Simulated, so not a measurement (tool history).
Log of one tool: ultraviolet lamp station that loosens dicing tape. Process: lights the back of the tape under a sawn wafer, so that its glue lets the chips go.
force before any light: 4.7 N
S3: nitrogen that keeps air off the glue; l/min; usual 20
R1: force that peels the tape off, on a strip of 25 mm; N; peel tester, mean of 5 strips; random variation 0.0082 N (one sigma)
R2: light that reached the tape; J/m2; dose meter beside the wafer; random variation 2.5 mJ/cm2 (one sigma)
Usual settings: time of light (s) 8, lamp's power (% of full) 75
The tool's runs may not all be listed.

run 1 hour=0.0 | time_of_light_(s)=8 lamp's_power_(%_of_full)=75 S3=20 | R1=0.489 R2=2130
run 2 hour=8.8 | time_of_light_(s)=8 lamp's_power_(%_of_full)=75 S3=10 | R1=0.639 R2=2150
run 3 hour=29.1 | time_of_light_(s)=8 lamp's_power_(%_of_full)=75 S3=20 | R1=0.501 R2=2090
run 4 hour=46.6 | time_of_light_(s)=8 lamp's_power_(%_of_full)=88 S3=20 | R1=0.408 R2=2460
run 5 hour=63.9 | time_of_light_(s)=8 lamp's_power_(%_of_full)=88 S3=20 | R1=0.416 R2=2360
run 6 hour=74.3 | time_of_light_(s)=5 lamp's_power_(%_of_full)=75 S3=20 | R1=1.056 R2=1250
run 7 hour=87.9 | time_of_light_(s)=8 lamp's_power_(%_of_full)=75 S3=20 | R1=0.535 R2=2030
run 8 hour=107.3 | time_of_light_(s)=8 lamp's_power_(%_of_full)=75 S3=20 | R1=0.556 R2=1960
run 9 hour=126.1 | time_of_light_(s)=12 lamp's_power_(%_of_full)=94 S3=12 | R1=0.290 R2=3680
run 10 hour=147.0 | time_of_light_(s)=12 lamp's_power_(%_of_full)=60 S3=12 | R1=0.524 R2=2310
run 11 hour=161.9 | time_of_light_(s)=12 lamp's_power_(%_of_full)=60 S3=14 | R1=0.523 R2=2220
run 12 hour=176.6 | time_of_light_(s)=12 lamp's_power_(%_of_full)=60 S3=14 | R1=0.526 R2=2240
run 13 hour=186.9 | time_of_light_(s)=8 lamp's_power_(%_of_full)=64 S3=8 | R1=1.062 R2=1610
run 14 hour=206.8 | time_of_light_(s)=8 lamp's_power_(%_of_full)=64 S3=8 | R1=1.086 R2=1530
run 15 hour=221.8 | time_of_light_(s)=8 lamp's_power_(%_of_full)=64 S3=8 | R1=1.056 R2=1510
run 16 hour=232.2 | time_of_light_(s)=13 lamp's_power_(%_of_full)=87 S3=13 | R1=0.331 R2=3350

Forecast each of these 3 alternatives for the next run:
run A hour=249.8 | time_of_light_(s)=8 lamp's_power_(%_of_full)=62 S3=30 | R1=? R2=?
run B hour=249.8 | time_of_light_(s)=8 lamp's_power_(%_of_full)=85 S3=20 | R1=? R2=?
run C hour=249.8 | time_of_light_(s)=8 lamp's_power_(%_of_full)=68 S3=20 | R1=? R2=?

run=A R1=0.786 R2=1430
run=B R1=0.564 R2=1970
run=C R1=0.775 R2=1590
Without the tool's hidden state the same runs would have given:
run=A R1=0.376 R2=2430
run=B R1=0.302 R2=3350
run=C R1=0.370 R2=2690
